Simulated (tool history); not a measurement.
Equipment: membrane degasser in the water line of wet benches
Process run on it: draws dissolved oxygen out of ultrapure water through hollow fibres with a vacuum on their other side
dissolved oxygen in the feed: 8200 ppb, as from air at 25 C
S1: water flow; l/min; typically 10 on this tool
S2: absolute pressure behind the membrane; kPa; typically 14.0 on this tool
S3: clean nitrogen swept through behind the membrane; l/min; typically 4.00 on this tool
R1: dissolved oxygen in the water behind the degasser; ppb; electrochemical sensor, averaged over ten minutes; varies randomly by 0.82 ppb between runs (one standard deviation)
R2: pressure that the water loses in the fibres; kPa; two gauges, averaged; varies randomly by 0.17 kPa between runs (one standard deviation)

run	hour	S1	S2	S3	R1	R2
1	0.0	10	14.0	4.00	91.9	29.26
2	199.3	10	14.0	2.35	140.6	28.97
3	295.8	10	14.0	2.85	121.0	29.09
4	495.8	10	14.0	4.00	96.0	29.30
# hour 646.7: seals of the vacuum lines changed
5	679.2	10	14.0	4.00	92.3	29.43
6	828.2	8	14.0	4.33	62.9	23.65
7	1047.0	8	14.0	4.33	63.4	23.68
8	1201.7	10	11.1	4.00	75.9	29.55
9	1362.0	10	11.1	4.00	76.2	29.82
10	1588.1	10	11.1	4.97	66.6	29.74

Here are 4 independent what-if runs from the current tool condition. What would each one return?
# hour 1742.7: vacuum gauge calibrated
A	1745.9	12	14.0	4.00	?	?
# hour 1742.7: vacuum gauge calibrated
B	1745.9	11	11.1	4.97	?	?
# hour 1742.7: vacuum gauge calibrated
C	1745.9	8	11.1	4.97	?	?
# hour 1742.7: vacuum gauge calibrated
D	1745.9	7	30.2	8.67	?	?

run	R1	R2
A	119.9	35.97
B	74.8	32.76
C	43.3	24.23
D	63.8	20.84
Without the tool's unlogged condition, the same runs would have read:
run	R1	R2
A	98.5	31.64
B	57.8	28.79
C	36.0	21.33
D	58.0	18.32
